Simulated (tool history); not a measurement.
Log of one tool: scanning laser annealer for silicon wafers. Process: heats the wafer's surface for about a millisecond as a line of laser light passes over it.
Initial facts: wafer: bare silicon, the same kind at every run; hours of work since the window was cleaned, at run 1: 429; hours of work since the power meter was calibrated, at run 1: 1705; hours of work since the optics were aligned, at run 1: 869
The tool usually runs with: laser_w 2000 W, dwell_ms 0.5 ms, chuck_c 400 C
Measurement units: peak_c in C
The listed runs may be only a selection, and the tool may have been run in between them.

run   hour  laser_w  dwell_ms  chuck_c  hours of work since the window was cleaned  hours of work since the power meter was calibrated  hours of work since the optics were aligned  peak_c
  1      0     2000       0.5      400                                         429                                                1705                                          869    1140
  2   47.3     2000       0.5      400                                         467                                                1743                                          907    1136
  3     95     2000     0.509      400                                         505                                                1781                                          945    1144
  4  130.7     2000       0.5      400                                         533                                                1810                                          974    1135
  5  162.3     2000       0.5      400                                         558                                                1835                                          999    1135
     176.6  -- window over the wafer cleaned
  6  194.2     2000       0.5      400                                          14                                                1859                                         1023    1153
  7  243.4     2000       0.5      400                                          53                                                1898                                         1062    1152
  8  285.1     2000       0.5      386                                          87                                                1931                                         1096    1135
  9  345.3     2000       0.5      414                                         135                                                1979                                         1144    1161
 10  396.6     2000       0.5      414                                         176                                                2020                                         1185    1161
 11  458.8     1906     0.455      398                                         225                                                2070                                         1234    1072
 12  502.1     2156     0.363      398                                         260                                                2105                                         1269    1082
 13  546.4     2156     0.363      398                                         295                                                2140                                         1304    1080
 14  598.8     2156     0.558      437                                         337                                                2182                                         1346    1286
     622.5  -- optics aligned, line set to its width
 15  664.3     1975     0.468      437                                         386                                                2230                                           33    1151
 16  723.9     2135     0.424      367                                         433                                                2278                                           81    1102
 17  784.7     2000     0.504      390                                         482                                                2326                                          130    1135
 18  830.8     2149     0.504      425                                         518                                                2363                                          166    1232
 19  865.2     2149     0.504      406                                         546                                                2391                                          194    1212

Forecast each of these 5 alternatives for the next run:
       899  -- window over the wafer cleaned
  A  910.8     2000     0.371      361                                           9                                                2425                                          229       ?
       899  -- window over the wafer cleaned
  B  910.8     2131     0.381      429                                           9                                                2425                                          229       ?
       899  -- window over the wafer cleaned
  C  910.8     2165     0.536      387                                           9                                                2425                                          229       ?
       899  -- window over the wafer cleaned
  D  910.8     2149     0.504      381                                           9                                                2425                                          229       ?
       899  -- window over the wafer cleaned
  E  910.8     2091     0.504      406                                           9                                                2425                                          229       ?

run  peak_c
  A    1013
  B    1136
  C    1247
  D    1206
  E    1208
With the hidden condition removed and each run's random variation left untouched, the same runs would have given:
run  peak_c
  A    1011
  B    1134
  C    1244
  D    1204
  E    1205
